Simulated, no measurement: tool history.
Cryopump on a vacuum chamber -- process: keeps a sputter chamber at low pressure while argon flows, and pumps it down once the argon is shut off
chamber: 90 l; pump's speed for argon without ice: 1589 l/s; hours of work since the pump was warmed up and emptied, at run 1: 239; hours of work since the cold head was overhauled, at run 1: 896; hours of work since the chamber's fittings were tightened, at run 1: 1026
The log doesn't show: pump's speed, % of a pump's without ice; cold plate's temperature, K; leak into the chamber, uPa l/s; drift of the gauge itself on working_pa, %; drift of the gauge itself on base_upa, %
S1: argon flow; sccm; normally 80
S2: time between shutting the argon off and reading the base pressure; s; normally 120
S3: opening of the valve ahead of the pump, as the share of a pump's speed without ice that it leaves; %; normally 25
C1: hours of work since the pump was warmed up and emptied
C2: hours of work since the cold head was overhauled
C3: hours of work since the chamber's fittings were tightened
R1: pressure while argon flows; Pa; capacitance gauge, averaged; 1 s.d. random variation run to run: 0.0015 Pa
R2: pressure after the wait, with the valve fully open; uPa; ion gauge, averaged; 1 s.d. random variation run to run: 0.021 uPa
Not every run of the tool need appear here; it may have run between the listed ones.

run 1 hour=0.0 | S1=80 S2=120 S3=25 | C1=239 C2=896 C3=1026 | R1=0.3511 R2=1.86
run 2 hour=53.4 | S1=80 S2=120 S3=25 | C1=269 C2=926 C3=1056 | R1=0.3533 R2=1.92
run 3 hour=126.0 | S1=80 S2=120 S3=25 | C1=310 C2=967 C3=1098 | R1=0.3545 R2=1.96
run 4 hour=181.1 | S1=80 S2=53 S3=25 | C1=341 C2=999 C3=1129 | R1=0.3584 R2=2.48
run 5 hour=257.6 | S1=80 S2=53 S3=25 | C1=385 C2=1042 C3=1172 | R1=0.3574 R2=2.55
run 6 hour=316.7 | S1=80 S2=53 S3=25 | C1=418 C2=1076 C3=1206 | R1=0.3596 R2=2.67
run 7 hour=358.8 | S1=80 S2=53 S3=25 | C1=442 C2=1099 C3=1230 | R1=0.3628 R2=2.74
run 8 hour=393.9 | S1=107 S2=120 S3=25 | C1=462 C2=1119 C3=1250 | R1=0.4860 R2=2.36
run 9 hour=463.4 | S1=107 S2=120 S3=25 | C1=502 C2=1159 C3=1289 | R1=0.4894 R2=2.44
run 10 hour=521.2 | S1=107 S2=120 S3=25 | C1=534 C2=1192 C3=1322 | R1=0.4886 R2=2.55
run 11 hour=604.4 | S1=107 S2=120 S3=25 | C1=582 C2=1239 C3=1369 | R1=0.4938 R2=2.76
run 12 hour=667.9 | S1=80 S2=54 S3=25 | C1=618 C2=1275 C3=1405 | R1=0.3713 R2=3.20
-- hour=719.9 pump warmed up, emptied and cooled again
run 13 hour=720.9 | S1=80 S2=120 S3=25 | C1=1 C2=1302 C3=1432 | R1=0.3442 R2=2.18
run 14 hour=781.7 | S1=80 S2=120 S3=25 | C1=35 C2=1337 C3=1467 | R1=0.3420 R2=2.29
run 15 hour=854.2 | S1=80 S2=120 S3=25 | C1=76 C2=1378 C3=1508 | R1=0.3462 R2=2.29
run 16 hour=894.4 | S1=80 S2=120 S3=25 | C1=99 C2=1401 C3=1531 | R1=0.3472 R2=2.43
run 17 hour=964.3 | S1=80 S2=120 S3=25 | C1=139 C2=1440 C3=1571 | R1=0.3465 R2=2.52
run 18 hour=1019.8 | S1=80 S2=120 S3=26 | C1=170 C2=1472 C3=1602 | R1=0.3347 R2=2.51
run 19 hour=1077.5 | S1=34 S2=62 S3=26 | C1=203 C2=1505 C3=1635 | R1=0.1445 R2=2.92
run 20 hour=1148.3 | S1=80 S2=120 S3=18 | C1=243 C2=1545 C3=1675 | R1=0.4854 R2=2.68
run 21 hour=1228.3 | S1=117 S2=25 S3=33 | C1=289 C2=1590 C3=1720 | R1=0.3965 R2=4.04
run 22 hour=1282.7 | S1=117 S2=77 S3=24 | C1=319 C2=1621 C3=1751 | R1=0.5405 R2=3.09
run 23 hour=1349.8 | S1=117 S2=77 S3=24 | C1=357 C2=1659 C3=1789 | R1=0.5431 R2=3.16
run 24 hour=1401.7 | S1=117 S2=77 S3=24 | C1=387 C2=1689 C3=1819 | R1=0.5446 R2=3.23
run 25 hour=1477.8 | S1=100 S2=87 S3=24 | C1=430 C2=1732 C3=1862 | R1=0.4682 R2=3.32

Run 26 comes next. What will it give?
run 26 hour=1523.2 | S1=80 S2=40 S3=19 | C1=456 C2=1757 C3=1888 | R1=? R2=?

R1: 0.4701 Pa
R2: 3.76 uPa
Minus the tool's unlogged condition, the same run would have read R1 0.4486 Pa, R2 1.09 uPa.
